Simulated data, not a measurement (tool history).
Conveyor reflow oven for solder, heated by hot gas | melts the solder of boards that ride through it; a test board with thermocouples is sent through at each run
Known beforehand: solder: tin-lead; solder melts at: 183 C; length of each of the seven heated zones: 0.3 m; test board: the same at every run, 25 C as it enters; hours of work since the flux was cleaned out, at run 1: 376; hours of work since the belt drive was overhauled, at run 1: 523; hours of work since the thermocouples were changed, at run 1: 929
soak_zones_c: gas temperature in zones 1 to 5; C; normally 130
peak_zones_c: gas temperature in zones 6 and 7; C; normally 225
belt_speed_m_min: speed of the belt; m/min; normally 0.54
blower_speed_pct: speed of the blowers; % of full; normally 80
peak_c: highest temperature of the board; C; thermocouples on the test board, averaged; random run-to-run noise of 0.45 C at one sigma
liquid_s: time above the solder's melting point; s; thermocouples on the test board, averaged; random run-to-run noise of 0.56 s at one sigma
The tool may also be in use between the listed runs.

| run | hour | soak_zones_c | peak_zones_c | belt_speed_m_min | blower_speed_pct | hours of work since the flux was cleaned out | hours of work since the belt drive was overhauled | hours of work since the thermocouples were changed | peak_c | liquid_s |
|---|---|---|---|---|---|---|---|---|---|---|
| 1 | 0 | 130 | 225 | 0.54 | 80 | 376 | 523 | 929 | 205.7 | 38.4 |
| 2 | 21.4 | 132 | 225 | 0.54 | 80 | 388 | 535 | 941 | 206 | 37.9 |
| 3 | 34.8 | 132 | 216 | 0.54 | 80 | 396 | 543 | 949 | 196.4 | 30.1 |
| 4 | 51 | 130 | 225 | 0.54 | 80 | 406 | 553 | 959 | 205 | 36.6 |
| 5 | 72.8 | 130 | 225 | 0.54 | 80 | 419 | 566 | 972 | 205.2 | 37.5 |
| 6 | 90.9 | 130 | 225 | 0.54 | 80 | 430 | 576 | 983 | 204.6 | 38.1 |
| 7 | 103 | 130 | 225 | 0.54 | 80 | 437 | 584 | 990 | 204.5 | 37 |
|  | 119.8 | flux residue cleaned out of gas plates and filters |
| 8 | 134.1 | 130 | 225 | 0.54 | 64 | 8 | 599 | 1005 | 203.5 | 35.8 |
| 9 | 149.6 | 130 | 225 | 0.54 | 64 | 18 | 608 | 1014 | 203.4 | 36.9 |
| 10 | 167.7 | 130 | 225 | 0.54 | 64 | 28 | 619 | 1025 | 204.1 | 35.8 |
| 11 | 191.6 | 130 | 225 | 0.498 | 80 | 42 | 633 | 1039 | 208.7 | 46.3 |
| 12 | 205.3 | 118 | 225 | 0.54 | 80 | 50 | 641 | 1047 | 205.1 | 34.8 |
| 13 | 222.7 | 118 | 225 | 0.54 | 80 | 61 | 651 | 1057 | 203.9 | 35 |
| 14 | 237.9 | 130 | 225 | 0.54 | 80 | 70 | 660 | 1066 | 205.1 | 39 |
| 15 | 260.5 | 130 | 225 | 0.54 | 80 | 83 | 674 | 1080 | 206.3 | 38.9 |
| 16 | 278.8 | 127 | 225 | 0.54 | 83 | 94 | 684 | 1091 | 205.8 | 39.6 |
| 17 | 294.2 | 123 | 225 | 0.54 | 80 | 103 | 694 | 1100 | 204.3 | 35.3 |
| 18 | 310.4 | 143 | 225 | 0.597 | 80 | 113 | 703 | 1109 | 204.8 | 38.5 |
| 19 | 322.1 | 135 | 225 | 0.54 | 80 | 119 | 710 | 1116 | 206.2 | 40.9 |
| 20 | 345.5 | 135 | 225 | 0.54 | 80 | 133 | 724 | 1130 | 206.6 | 41 |
| 21 | 362.4 | 130 | 224 | 0.54 | 55 | 143 | 734 | 1140 | 199.6 | 31.6 |
| 22 | 384.9 | 116 | 237 | 0.495 | 81 | 157 | 747 | 1153 | 217 | 49.4 |
| 23 | 404.6 | 126 | 225 | 0.54 | 81 | 168 | 759 | 1165 | 205.5 | 37.1 |
| 24 | 421.1 | 126 | 225 | 0.54 | 81 | 178 | 768 | 1175 | 204.6 | 37.2 |

Expected results for the next run?
| 25 | 433.3 | 138 | 225 | 0.455 | 86 | 185 | 776 | 1182 | ? | ? |

{"run 25": {"peak_c": 211.8, "liquid_s": 57.2}}
Without the tool's hidden state the same run would have given peak_c 216 C, liquid_s 60.2 s.

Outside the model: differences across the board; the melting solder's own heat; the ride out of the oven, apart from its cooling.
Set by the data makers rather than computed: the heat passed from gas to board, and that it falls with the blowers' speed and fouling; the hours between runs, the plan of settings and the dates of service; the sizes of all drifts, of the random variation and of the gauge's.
